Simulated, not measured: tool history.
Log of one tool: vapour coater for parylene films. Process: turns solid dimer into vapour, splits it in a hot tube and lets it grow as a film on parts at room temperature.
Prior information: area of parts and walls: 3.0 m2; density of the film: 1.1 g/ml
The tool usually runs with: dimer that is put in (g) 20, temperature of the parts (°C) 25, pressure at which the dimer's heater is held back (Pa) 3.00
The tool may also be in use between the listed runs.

run	hour	dimer that is put in (g)	temperature of the parts (°C)	pressure at which the dimer's heater is held back (Pa)	thickness of the film (um)
1	0.0	20	25	3.00	4.96
2	35.8	20	25	3.00	4.95
3	67.6	20	25	3.00	4.98
# hour 88.3: trap's valve overhauled
4	97.3	20	25	6.45	4.33
5	130.4	20	25	6.45	4.29
6	154.7	20	25	6.45	4.32
7	179.8	20	25	6.45	4.30
8	222.1	20	25	6.45	4.32
9	261.3	20	25	6.45	4.30
10	304.5	20	25	6.45	4.33
11	346.0	20	25	6.45	4.35
12	377.0	20	19	6.45	5.32
13	405.8	20	19	6.45	5.47
14	437.4	20	20	6.45	5.17
15	467.2	20	33	3.00	3.69
16	502.8	20	33	3.00	3.73
17	537.4	20	33	3.00	3.79
18	556.4	20	33	3.00	3.65
19	578.7	20	33	3.00	3.76
20	602.6	20	25	3.00	4.98
21	633.9	20	25	3.00	4.96
22	673.1	20	25	3.00	4.99
23	698.0	20	25	3.00	4.95
24	736.4	20	25	3.17	4.95
25	779.7	30	20	3.18	8.88
26	810.5	30	20	3.18	8.92
27	837.2	30	20	3.18	8.97
28	858.5	30	20	3.18	8.83
29	884.5	20	18	2.98	6.02
30	925.1	20	18	2.98	5.93
31	943.1	35	18	7.63	9.37
32	961.2	16	32	4.08	2.91
33	988.2	35	29	3.00	7.52
34	1014.3	13	26	3.00	3.11
35	1058.1	20	32	3.00	3.87
36	1084.5	36	32	8.28	5.69
37	1103.7	9	25	3.81	2.16
38	1124.7	9	34	3.81	1.52
39	1147.9	18	34	3.81	3.10
40	1191.3	20	25	2.77	5.08
41	1214.0	20	25	2.77	5.05
# hour 1250.0: trap's valve overhauled
42	1251.8	20	22	3.00	5.67
43	1280.5	20	22	3.00	5.60
44	1304.9	20	22	3.00	5.58
45	1343.2	20	22	3.00	5.60
46	1364.1	20	22	3.00	5.56
47	1387.6	12	24	3.00	3.07

3 options for the next run, each taken on its own from the tool as it stands now. Forecast them:
A	1425.1	29	24	3.00	?
B	1425.1	12	33	2.87	?
C	1425.1	19	17	5.50	?

run	thickness of the film (um)
A	7.57
B	2.29
C	5.72
With the hidden condition removed and each run's random variation left untouched, the same runs would have given:
run	thickness of the film (um)
A	7.58
B	2.29
C	5.72
